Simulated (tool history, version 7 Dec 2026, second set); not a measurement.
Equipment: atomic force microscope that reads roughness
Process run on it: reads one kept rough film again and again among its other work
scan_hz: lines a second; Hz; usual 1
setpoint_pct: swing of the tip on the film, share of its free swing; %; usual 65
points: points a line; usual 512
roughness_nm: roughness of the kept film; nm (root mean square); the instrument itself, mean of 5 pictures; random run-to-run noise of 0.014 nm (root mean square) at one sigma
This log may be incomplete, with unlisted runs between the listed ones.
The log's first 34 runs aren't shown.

run	hour	scan_hz	setpoint_pct	points	pictures with this tip	hours of work since the height scale was calibrated	roughness_nm
35	1036	1	68	512	56	844	3.014
36	1074.5	1	68	512	119	870	2.833
# hour 1102: new tip fitted
37	1118.2	1	68	512	26	898	3.072
38	1156.1	0.67	72	405	88	923	2.886
39	1185.9	3.26	78	405	137	943	2.218
# hour 1204.6: new tip fitted
40	1223.3	3.26	78	405	31	967	2.477
41	1266.8	1.89	89	512	102	996	2.314
# hour 1304.7: new tip fitted
42	1307.9	2.86	65	615	5	1023	2.931
43	1326.4	1.1	65	510	35	1035	3.036
44	1352.1	1.1	65	510	77	1052	2.899

Run 45 has not been measured yet. What should we expect?
45	1373.3	1.89	85	394	111	1066	?

{"run 45": {"roughness_nm": 2.381}}
With the hidden condition absent and the run-to-run variation left alone, this run would have shown roughness_nm 2.719 nm (root mean square).
